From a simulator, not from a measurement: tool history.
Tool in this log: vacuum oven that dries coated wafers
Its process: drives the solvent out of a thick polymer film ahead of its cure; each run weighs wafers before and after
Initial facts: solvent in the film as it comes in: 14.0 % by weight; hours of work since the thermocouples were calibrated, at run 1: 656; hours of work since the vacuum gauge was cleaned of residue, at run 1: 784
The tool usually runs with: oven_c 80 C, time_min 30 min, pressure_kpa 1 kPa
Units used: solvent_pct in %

run      day  oven_c  time_min  pressure_kpa  hours of work since the thermocouples were calibrated  hours of work since the vacuum gauge was cleaned of residue  solvent_pct
  1        0      80        30             1                                                    656                                                          784         1.84
  2    3.742      80        30          2.84                                                    726                                                          854         2.45
  3    5.546      80        30          2.84                                                    760                                                          888         2.51
  4    9.196      80        30             1                                                    829                                                          957         1.93
      10.458  -- oven's thermocouples calibrated
  5   12.317      80        30             1                                                     35                                                         1014         1.66
  6   14.158      80        30             1                                                     70                                                         1049         1.68
  7   16.029      80        30             1                                                    105                                                         1084         1.69
  8   17.767      80        30             1                                                    138                                                         1116         1.68
  9   21.133      80        30             1                                                    201                                                         1180         1.72
 10   23.338      85        30             1                                                    242                                                         1221         1.12
 11   26.038      80        30          3.98                                                    293                                                         1272         2.64
 12   28.717      80        30          3.98                                                    344                                                         1323         2.65
 13   32.388      80        30          3.98                                                    413                                                         1392         2.65
 14   35.467      80        38             1                                                    471                                                         1450         1.27
 15   38.096      80        19             1                                                    520                                                         1499         3.38
 16   41.438      77        19             1                                                    583                                                         1562         4.04
 17   43.188      80        16             1                                                    616                                                         1595         4.07
 18   46.121      80        16             1                                                    671                                                         1650         4.12
 19     49.8      80        33             1                                                    741                                                         1719         1.65
      50.338  -- vacuum gauge cleaned of residue and calibrated
 20   53.308      80        27          3.52                                                    805                                                           56         2.87
      55.683  -- oven's thermocouples calibrated
 21   55.925      66        27          0.75                                                      5                                                          104         5.06
 22   58.567      66        27          0.75                                                     54                                                          153          5.1
 23   60.412      80        30          1.37                                                     89                                                          188         1.79
 24     63.4      80        30          1.37                                                    145                                                          244         1.87
 25   66.442      94        30             1                                                    203                                                          302         0.41
 26   69.071      92        30             1                                                    252                                                          351         0.43
 27   72.092      92        30             1                                                    309                                                          408         0.47
 28   73.746      92        30             1                                                    340                                                          439         0.46
 29   76.271      75        30          1.66                                                    388                                                          487         3.02
 30   79.562      91        45             1                                                    449                                                          549         0.33
 31   81.908      91        45             1                                                    494                                                          593         0.34
 32   84.983      78        17           1.8                                                    552                                                          651          4.6
 33   87.783      78        17           1.8                                                    604                                                          703          4.7
 34   89.996      78        17           1.8                                                    646                                                          745         4.66
 35   93.104      78        17           1.8                                                    704                                                          803         4.68
 36   95.325      78        21             1                                                    746                                                          845         3.61
 37   96.904      91        20          2.86                                                    776                                                          875         1.72
 38  100.538      69        36          1.88                                                    844                                                          943         4.09

4 ways to go on from here, each from the tool as it stands after run 38. What would each give?
     101.058  -- oven's thermocouples calibrated
  A  102.504      85        52          3.61                                                     27                                                          979            ?
     101.058  -- oven's thermocouples calibrated
  B  102.504      69        36           1.6                                                     27                                                          979            ?
     101.058  -- oven's thermocouples calibrated
  C  102.504      69        41           0.8                                                     27                                                          979            ?
     101.058  -- oven's thermocouples calibrated
  D  102.504      83        36          1.88                                                     27                                                          979            ?

run  solvent_pct
  A         1.12
  B         3.67
  C          2.8
  D         1.17
Stripped of hidden state, with their random variation kept, the same runs would have yielded:
run  solvent_pct
  A         1.05
  B         3.53
  C         2.67
  D          1.1
